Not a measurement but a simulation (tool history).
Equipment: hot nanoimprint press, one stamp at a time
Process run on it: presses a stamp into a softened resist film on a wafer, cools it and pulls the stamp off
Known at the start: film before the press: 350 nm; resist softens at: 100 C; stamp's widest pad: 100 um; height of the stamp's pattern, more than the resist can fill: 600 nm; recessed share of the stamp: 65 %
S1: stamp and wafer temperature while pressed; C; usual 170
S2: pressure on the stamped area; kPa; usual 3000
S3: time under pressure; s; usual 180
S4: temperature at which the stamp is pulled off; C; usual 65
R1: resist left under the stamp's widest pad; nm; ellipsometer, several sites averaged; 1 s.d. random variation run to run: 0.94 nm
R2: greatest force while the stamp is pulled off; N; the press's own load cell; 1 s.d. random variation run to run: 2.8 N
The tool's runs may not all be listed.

run 1 hour=0.0 | S1=170 S2=3000 S3=180 S4=65 | R1=136.7 R2=140
run 2 hour=21.7 | S1=170 S2=3710 S3=180 S4=65 | R1=119.6 R2=141
run 3 hour=60.4 | S1=170 S2=3710 S3=180 S4=65 | R1=120.5 R2=141
run 4 hour=88.3 | S1=170 S2=3000 S3=151 S4=65 | R1=144.4 R2=144
run 5 hour=123.9 | S1=170 S2=3000 S3=151 S4=65 | R1=144.4 R2=149
run 6 hour=147.9 | S1=170 S2=3000 S3=180 S4=65 | R1=137.2 R2=151
-- hour=168.8 stamp cleaned and given a new release coat
run 7 hour=190.0 | S1=170 S2=3000 S3=180 S4=65 | R1=136.0 R2=133
run 8 hour=212.6 | S1=170 S2=3000 S3=180 S4=65 | R1=139.1 R2=138
run 9 hour=229.5 | S1=170 S2=2570 S3=95 S4=64 | R1=184.3 R2=143
run 10 hour=269.3 | S1=170 S2=4510 S3=308 S4=65 | R1=91.6 R2=144
run 11 hour=309.7 | S1=170 S2=4510 S3=308 S4=65 | R1=90.4 R2=140
run 12 hour=343.9 | S1=170 S2=3000 S3=94 S4=65 | R1=173.6 R2=149
run 13 hour=385.0 | S1=170 S2=2080 S3=112 S4=54 | R1=200.4 R2=196
-- hour=417.3 stamp cleaned and given a new release coat
run 14 hour=431.3 | S1=161 S2=3960 S3=112 S4=54 | R1=210.4 R2=173
run 15 hour=466.4 | S1=161 S2=3960 S3=112 S4=54 | R1=209.4 R2=172
run 16 hour=483.9 | S1=168 S2=3960 S3=112 S4=54 | R1=155.0 R2=189

What if the next run were any one of these 5? Each begins from the tool's condition after run 16:
run A hour=521.2 | S1=170 S2=2460 S3=180 S4=65 | R1=? R2=?
run B hour=521.2 | S1=170 S2=1850 S3=180 S4=67 | R1=? R2=?
run C hour=521.2 | S1=170 S2=3180 S3=180 S4=65 | R1=? R2=?
run D hour=521.2 | S1=176 S2=4750 S3=131 S4=54 | R1=? R2=?
run E hour=521.2 | S1=166 S2=3000 S3=180 S4=62 | R1=? R2=?

run=A R1=160.0 R2=141
run=B R1=184.2 R2=138
run=C R1=138.5 R2=144
run=D R1=95.0 R2=180
run=E R1=168.7 R2=150
Stripped of hidden state, with their random variation kept, the same runs would have yielded:
run=A R1=150.0 R2=129
run=B R1=173.7 R2=126
run=C R1=129.0 R2=131
run=D R1=88.0 R2=165
run=E R1=157.4 R2=137
